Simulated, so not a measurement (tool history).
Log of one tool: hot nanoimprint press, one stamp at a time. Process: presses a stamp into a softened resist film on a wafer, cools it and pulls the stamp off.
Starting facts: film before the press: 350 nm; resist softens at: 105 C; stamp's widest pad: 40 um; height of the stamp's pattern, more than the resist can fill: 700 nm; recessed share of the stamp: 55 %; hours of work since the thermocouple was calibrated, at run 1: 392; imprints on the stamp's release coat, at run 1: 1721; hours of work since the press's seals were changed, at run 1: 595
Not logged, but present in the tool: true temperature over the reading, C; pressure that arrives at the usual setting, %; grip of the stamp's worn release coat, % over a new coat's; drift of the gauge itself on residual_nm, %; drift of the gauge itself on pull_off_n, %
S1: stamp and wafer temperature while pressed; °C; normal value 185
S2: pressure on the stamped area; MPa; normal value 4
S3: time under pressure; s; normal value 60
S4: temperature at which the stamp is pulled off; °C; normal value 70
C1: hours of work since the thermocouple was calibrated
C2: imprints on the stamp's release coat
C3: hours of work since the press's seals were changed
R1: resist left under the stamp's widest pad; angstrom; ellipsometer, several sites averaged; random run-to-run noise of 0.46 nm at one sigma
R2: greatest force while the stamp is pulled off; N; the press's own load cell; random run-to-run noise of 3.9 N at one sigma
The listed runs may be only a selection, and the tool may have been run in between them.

run 1 day=0 | S1=185 S2=4 S3=60 S4=70 | C1=392 C2=1721 C3=595 | R1=1947 R2=218
run 2 day=1.388 | S1=185 S2=4 S3=60 S4=70 | C1=415 C2=1888 C3=619 | R1=1955 R2=223
-- day=2.188 plate thermocouple calibrated
run 3 day=2.725 | S1=185 S2=4 S3=60 S4=70 | C1=9 C2=2034 C3=639 | R1=1990 R2=223
-- day=4.771 press's hydraulic seals changed and the load cell set to zero
run 4 day=5.054 | S1=185 S2=4 S3=60 S4=69 | C1=43 C2=2275 C3=5 | R1=1959 R2=239
-- day=5.962 stamp cleaned and given a new release coat
run 5 day=6.992 | S1=195 S2=4 S3=60 S4=69 | C1=71 C2=124 C3=33 | R1=1532 R2=195
run 6 day=9.462 | S1=185 S2=4 S3=60 S4=70 | C1=113 C2=422 C3=75 | R1=1964 R2=193
run 7 day=11.892 | S1=185 S2=4 S3=60 S4=70 | C1=154 C2=715 C3=116 | R1=1948 R2=210
run 8 day=13.879 | S1=185 S2=4 S3=60 S4=70 | C1=187 C2=954 C3=149 | R1=1951 R2=198
run 9 day=15.012 | S1=185 S2=4 S3=60 S4=70 | C1=207 C2=1091 C3=169 | R1=1947 R2=212
run 10 day=17.3 | S1=185 S2=4 S3=60 S4=70 | C1=245 C2=1367 C3=207 | R1=1945 R2=213
run 11 day=18.783 | S1=185 S2=4 S3=60 S4=70 | C1=270 C2=1545 C3=232 | R1=1940 R2=211
run 12 day=20.196 | S1=185 S2=4 S3=60 S4=70 | C1=294 C2=1716 C3=256 | R1=1942 R2=217
run 13 day=21.912 | S1=185 S2=4 S3=60 S4=70 | C1=323 C2=1922 C3=285 | R1=1936 R2=223
run 14 day=24.325 | S1=185 S2=4 S3=60 S4=70 | C1=364 C2=2213 C3=326 | R1=1942 R2=230
-- day=25.833 stamp cleaned and given a new release coat
run 15 day=26.308 | S1=185 S2=4 S3=60 S4=70 | C1=393 C2=57 C3=355 | R1=1940 R2=183
run 16 day=27.308 | S1=185 S2=4 S3=109 S4=61 | C1=410 C2=178 C3=372 | R1=1550 R2=223
-- day=28.358 plate thermocouple calibrated
run 17 day=29.638 | S1=185 S2=4 S3=109 S4=61 | C1=22 C2=444 C3=409 | R1=1593 R2=228
run 18 day=30.796 | S1=185 S2=2.64 S3=51 S4=70 | C1=41 C2=583 C3=429 | R1=2371 R2=198
run 19 day=32.875 | S1=182 S2=2.53 S3=61 S4=64 | C1=76 C2=834 C3=464 | R1=2432 R2=235
run 20 day=35.096 | S1=182 S2=4.22 S3=61 S4=64 | C1=114 C2=1102 C3=501 | R1=2065 R2=238
run 21 day=37.033 | S1=185 S2=2.76 S3=60 S4=70 | C1=146 C2=1335 C3=534 | R1=2232 R2=216
run 22 day=38.042 | S1=179 S2=2.88 S3=60 S4=70 | C1=163 C2=1457 C3=551 | R1=2486 R2=214
run 23 day=39.492 | S1=179 S2=2.88 S3=60 S4=70 | C1=188 C2=1631 C3=575 | R1=2481 R2=219
run 24 day=41.179 | S1=188 S2=3.67 S3=60 S4=70 | C1=216 C2=1835 C3=604 | R1=1880 R2=216
run 25 day=42.771 | S1=183 S2=5.84 S3=103 S4=74 | C1=243 C2=2027 C3=631 | R1=1462 R2=201
run 26 day=44.346 | S1=183 S2=5.1 S3=103 S4=60 | C1=270 C2=2216 C3=657 | R1=1541 R2=262
-- day=45.408 press's hydraulic seals changed and the load cell set to zero
-- day=46.046 stamp cleaned and given a new release coat
run 27 day=46.758 | S1=185 S2=3.99 S3=60 S4=72 | C1=301 C2=86 C3=19 | R1=1932 R2=175
run 28 day=48.6 | S1=185 S2=3.99 S3=60 S4=72 | C1=332 C2=308 C3=50 | R1=1921 R2=181
run 29 day=50.9 | S1=185 S2=4.99 S3=32 S4=56 | C1=370 C2=585 C3=88 | R1=2174 R2=260
run 30 day=52.583 | S1=185 S2=2.73 S3=60 S4=60 | C1=399 C2=788 C3=117 | R1=2190 R2=248

Difference, measured minus no-hidden-state, one row per run. Run-to-run variation is common to both terms; the gauge's own scatter need not be:
run=1 R1=-14 R2=+29
run=2 R1=-17 R2=+32
run=3 R1=+21 R2=+38
run=4 R1=-9 R2=+44
run=5 R1=-9 R2=+1
run=6 R1=-14 R2=+6
run=7 R1=-17 R2=+12
run=8 R1=-19 R2=+15
run=9 R1=-21 R2=+18
run=10 R1=-23 R2=+23
run=11 R1=-26 R2=+26
run=12 R1=-27 R2=+29
run=13 R1=-30 R2=+33
run=14 R1=-33 R2=+39
run=15 R1=-35 R2=-3
run=16 R1=-33 R2=-1
run=17 R1=+7 R2=+8
run=18 R1=-1 R2=+10
run=19 R1=-5 R2=+17
run=20 R1=+1 R2=+22
run=21 R1=-9 R2=+24
run=22 R1=-11 R2=+26
run=23 R1=-13 R2=+29
run=24 R1=-8 R2=+31
run=25 R1=+2 R2=+32
run=26 R1=-4 R2=+46
run=27 R1=-44 R2=-2
run=28 R1=-46 R2=+1
run=29 R1=-48 R2=+10
run=30 R1=-51 R2=+14
